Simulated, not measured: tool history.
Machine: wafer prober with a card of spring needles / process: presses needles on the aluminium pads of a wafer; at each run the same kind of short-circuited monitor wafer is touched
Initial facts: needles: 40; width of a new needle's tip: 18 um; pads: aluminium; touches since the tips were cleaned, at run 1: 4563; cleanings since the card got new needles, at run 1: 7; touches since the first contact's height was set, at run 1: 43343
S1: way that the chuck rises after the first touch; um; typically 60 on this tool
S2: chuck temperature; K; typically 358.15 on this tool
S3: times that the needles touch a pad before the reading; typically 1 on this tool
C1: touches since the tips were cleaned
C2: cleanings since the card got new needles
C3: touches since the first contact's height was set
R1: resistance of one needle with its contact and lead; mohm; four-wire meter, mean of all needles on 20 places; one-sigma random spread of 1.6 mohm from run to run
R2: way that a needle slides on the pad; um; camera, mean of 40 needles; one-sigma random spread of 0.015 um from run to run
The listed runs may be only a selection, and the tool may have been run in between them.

Run 1, day 0: usual settings; C1 4563; C2 7; C3 43343. Result: R1 151 mohm, R2 10.36 um.
At day 0.112: tips cleaned on abrasive film.
Run 2, day 0.533: usual settings; C1 1551; C2 8; C3 45285. Result: R1 150 mohm, R2 10.35 um.
Run 3, day 0.871: usual settings but S1 47 um; C1 2804; C2 8; C3 46538. Result: R1 154 mohm, R2 8.11 um.
Run 4, day 1.267: usual settings but S1 58 um; C1 4249; C2 8; C3 47983. Result: R1 151 mohm, R2 10.01 um.
At day 1.454: tips cleaned on abrasive film.
Run 5, day 1.654: usual settings but S1 58 um; C1 745; C2 9; C3 49407. Result: R1 148 mohm, R2 9.98 um.
Run 6, day 1.975: usual settings but S1 58 um; C1 1913; C2 9; C3 50575. Result: R1 147 mohm, R2 9.97 um.
Run 7, day 2.383: usual settings but S1 58 um; C1 3425; C2 9; C3 52087. Result: R1 148 mohm, R2 10 um.
Run 8, day 2.625: usual settings but S1 58 um; C1 4310; C2 9; C3 52972. Result: R1 151 mohm, R2 9.99 um.
At day 2.779: tips cleaned on abrasive film.
Run 9, day 3.15: usual settings but S1 58 um; C1 1353; C2 10; C3 54884. Result: R1 150 mohm, R2 10 um.
Run 10, day 3.662: usual settings but S1 58 um; C1 3239; C2 10; C3 56770. Result: R1 151 mohm, R2 9.96 um.
Run 11, day 4.054: usual settings but S2 370.15 K; C1 4679; C2 10; C3 58210. Result: R1 153 mohm, R2 10.31 um.
At day 4.112: tips cleaned on abrasive film.
Run 12, day 4.525: usual settings but S2 370.15 K; C1 1512; C2 11; C3 59930. Result: R1 151 mohm, R2 10.26 um.
Run 13, day 4.925: usual settings; C1 2984; C2 11; C3 61402. Result: R1 151 mohm, R2 10.28 um.
Run 14, day 5.212: usual settings but S2 310.15 K; C1 4050; C2 11; C3 62468. Result: R1 139 mohm, R2 10.28 um.
At day 5.454: tips cleaned on abrasive film.
Run 15, day 5.496: usual settings but S2 310.15 K; C1 152; C2 12; C3 63489. Result: R1 142 mohm, R2 10.27 um.
Run 16, day 5.883: usual settings but S2 310.15 K, S3 2; C1 1580; C2 12; C3 64917. Result: R1 141 mohm, R2 10.28 um.
Run 17, day 6.388: usual settings but S2 322.15 K, S3 2; C1 3435; C2 12; C3 66772. Result: R1 144 mohm, R2 10.25 um.
At day 6.779: tips cleaned on abrasive film.
Run 18, day 6.858: usual settings but S1 41 um, S2 325.15 K, S3 2; C1 285; C2 13; C3 68491. Result: R1 147 mohm, R2 6.98 um.
Run 19, day 7.108: usual settings but S1 71 um; C1 1205; C2 13; C3 69411. Result: R1 148 mohm, R2 12.12 um.
Run 20, day 7.442: usual settings but S1 49 um, S2 302.15 K, S3 2; C1 2437; C2 13; C3 70643. Result: R1 140 mohm, R2 8.36 um.
Run 21, day 7.871: usual settings but S1 49 um, S2 302.15 K, S3 2; C1 4008; C2 13; C3 72214. Result: R1 143 mohm, R2 8.36 um.
At day 7.896: gauge calibrated.
At day 8.117: tips cleaned on abrasive film.
Run 22, day 8.292: usual settings but S1 46 um, S2 340.15 K; C1 656; C2 14; C3 73756. Result: R1 151 mohm, R2 7.93 um.
Run 23, day 8.546: usual settings but S1 68 um, S2 340.15 K, S3 2; C1 1585; C2 14; C3 74685. Result: R1 142 mohm, R2 11.75 um.
Run 24, day 8.983: usual settings but S1 68 um, S2 340.15 K, S3 2; C1 3199; C2 14; C3 76299. Result: R1 144 mohm, R2 11.74 um.
Run 25, day 9.258: usual settings but S1 58 um, S2 327.15 K; C1 4200; C2 14; C3 77300. Result: R1 146 mohm, R2 9.99 um.
At day 9.433: tips cleaned on abrasive film.
Run 26, day 9.679: usual settings but S1 49 um; C1 895; C2 15; C3 78836. Result: R1 152 mohm, R2 8.45 um.
Run 27, day 10.117: usual settings but S3 2; C1 2511; C2 15; C3 80452. Result: R1 152 mohm, R2 10.35 um.
Run 28, day 10.342: usual settings but S3 2; C1 3330; C2 15; C3 81271. Result: R1 147 mohm, R2 10.33 um.
Run 29, day 10.604: usual settings but S2 313.15 K; C1 4302; C2 15; C3 82243. Result: R1 145 mohm, R2 10.29 um.
At day 10.788: tips cleaned on abrasive film.
Run 30, day 11.042: usual settings but S1 57 um; C1 943; C2 16; C3 83841. Result: R1 147 mohm, R2 9.81 um.
Run 31, day 11.329: usual settings but S1 57 um; C1 2004; C2 16; C3 84902. Result: R1 149 mohm, R2 9.81 um.
Run 32, day 11.692: usual settings but S1 57 um, S3 3; C1 3331; C2 16; C3 86229. Result: R1 152 mohm, R2 9.79 um.
At day 12.117: tips cleaned on abrasive film.
Run 33, day 12.171: usual settings but S1 48 um, S2 309.15 K, S3 3; C1 211; C2 17; C3 87985. Result: R1 143 mohm, R2 8.24 um.
Run 34, day 12.554: usual settings but S1 48 um, S2 309.15 K, S3 3; C1 1609; C2 17; C3 89383. Result: R1 143 mohm, R2 8.22 um.

Some steps in R2, run to run, broken into two amounts with sign: the step expected even without the hidden condition (settings, incoming material, random variation), and the rest, left for the hidden condition together with whatever gauge scatter is not in both the measured and the hidden-condition-free result:
Hidden state at play: debris on the tips, nm; way that the needles fall short of the set height, um; tips' diameter, um; drift of the gauge itself on contact_mohm, %; drift of the gauge itself on scrub_um, %.
Run 18 -> 19: S1 41 -> 71, S2 325.15 -> 358.15, S3 2 -> 1. R2 +5.14 um: hidden state -0.06, all else +5.2.
Run 19 -> 20: S1 71 -> 49, S2 358.15 -> 302.15, S3 1 -> 2. R2 -3.76 um: hidden state +0.04, all else -3.8.
Run 21 -> 22: S1 49 -> 46, S2 302.15 -> 340.15, S3 2 -> 1, gauge calibrated, tips cleaned on abrasive film. R2 -0.43 um: hidden state +0.1, all else -0.53.
Run 22 -> 23: S1 46 -> 68, S3 1 -> 2. R2 +3.82 um: hidden state +0, all else +3.82.
